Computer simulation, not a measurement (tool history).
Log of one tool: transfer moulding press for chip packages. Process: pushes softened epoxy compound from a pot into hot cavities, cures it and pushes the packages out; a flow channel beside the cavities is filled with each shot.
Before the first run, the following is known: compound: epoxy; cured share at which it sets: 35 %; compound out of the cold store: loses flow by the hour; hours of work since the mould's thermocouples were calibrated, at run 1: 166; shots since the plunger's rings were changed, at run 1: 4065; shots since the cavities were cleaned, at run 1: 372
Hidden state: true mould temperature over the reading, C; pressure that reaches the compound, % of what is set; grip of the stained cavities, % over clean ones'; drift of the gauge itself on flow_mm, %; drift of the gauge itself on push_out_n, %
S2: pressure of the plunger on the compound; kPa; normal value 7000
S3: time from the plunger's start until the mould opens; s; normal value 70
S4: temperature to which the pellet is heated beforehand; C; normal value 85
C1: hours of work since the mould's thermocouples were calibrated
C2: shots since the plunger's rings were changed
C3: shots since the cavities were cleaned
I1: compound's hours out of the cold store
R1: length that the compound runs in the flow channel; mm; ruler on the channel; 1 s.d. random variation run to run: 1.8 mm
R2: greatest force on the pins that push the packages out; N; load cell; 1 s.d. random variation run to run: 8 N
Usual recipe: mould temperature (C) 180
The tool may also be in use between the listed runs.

run 1 hour=0.0 | mould_temperature_(C)=180 S2=7000 S3=70 S4=85 | C1=166 C2=4065 C3=372 | I1=27.2 | R1=705 R2=546
run 2 hour=7.0 | mould_temperature_(C)=180 S2=7000 S3=70 S4=85 | C1=170 C2=4175 C3=482 | I1=45.3 | R1=670 R2=561
-- hour=14.4 cavities cleaned with cleaning compound and waxed
run 3 hour=15.6 | mould_temperature_(C)=180 S2=7000 S3=70 S4=85 | C1=175 C2=4288 C3=18 | I1=45.8 | R1=667 R2=733
run 4 hour=22.3 | mould_temperature_(C)=180 S2=5400 S3=70 S4=85 | C1=179 C2=4396 C3=126 | I1=32.1 | R1=607 R2=758
-- hour=27.9 plunger's sealing rings changed
-- hour=32.4 cavities cleaned with cleaning compound and waxed, once more
run 5 hour=33.6 | mould_temperature_(C)=180 S2=5400 S3=70 S4=85 | C1=184 C2=67 C3=18 | I1=24.6 | R1=645 R2=375
run 6 hour=38.4 | mould_temperature_(C)=180 S2=7000 S3=70 S4=77 | C1=187 C2=143 C3=94 | I1=12.2 | R1=757 R2=445
run 7 hour=47.1 | mould_temperature_(C)=180 S2=8390 S3=70 S4=77 | C1=193 C2=282 C3=233 | I1=28.3 | R1=798 R2=506
run 8 hour=55.0 | mould_temperature_(C)=180 S2=8390 S3=70 S4=77 | C1=198 C2=408 C3=359 | I1=21.4 | R1=810 R2=567
run 9 hour=66.3 | mould_temperature_(C)=180 S2=8390 S3=70 S4=77 | C1=205 C2=587 C3=538 | I1=31.4 | R1=786 R2=631
-- hour=70.3 cavities cleaned with cleaning compound and waxed
run 10 hour=79.1 | mould_temperature_(C)=180 S2=8390 S3=70 S4=77 | C1=213 C2=766 C3=140 | I1=24.7 | R1=798 R2=465
run 11 hour=88.7 | mould_temperature_(C)=180 S2=5310 S3=70 S4=85 | C1=219 C2=919 C3=293 | I1=35.9 | R1=617 R2=516
run 12 hour=94.7 | mould_temperature_(C)=180 S2=5310 S3=70 S4=85 | C1=223 C2=1015 C3=389 | I1=19.7 | R1=641 R2=563
run 13 hour=101.8 | mould_temperature_(C)=180 S2=5310 S3=70 S4=85 | C1=227 C2=1128 C3=502 | I1=13.1 | R1=652 R2=595
-- hour=107.7 cavities cleaned with cleaning compound and waxed
run 14 hour=109.9 | mould_temperature_(C)=180 S2=7000 S3=75 S4=85 | C1=232 C2=1232 C3=35 | I1=40.5 | R1=698 R2=319
run 15 hour=116.7 | mould_temperature_(C)=183 S2=7000 S3=98 S4=85 | C1=236 C2=1340 C3=143 | I1=44.0 | R1=684 R2=270
run 16 hour=127.5 | mould_temperature_(C)=183 S2=7000 S3=98 S4=85 | C1=243 C2=1512 C3=315 | I1=26.3 | R1=714 R2=305
run 17 hour=133.7 | mould_temperature_(C)=183 S2=5530 S3=60 S4=85 | C1=247 C2=1611 C3=414 | I1=44.3 | R1=604 R2=657

What will run 18 give?
run 18 hour=139.0 | mould_temperature_(C)=173 S2=5890 S3=84 S4=86 | C1=251 C2=1695 C3=498 | I1=36.3 | R1=? R2=?

R1: 658 mm
R2: 541 N
The same run, on a tool lacking any hidden state, would have yielded R1 668 mm, R2 327 N.
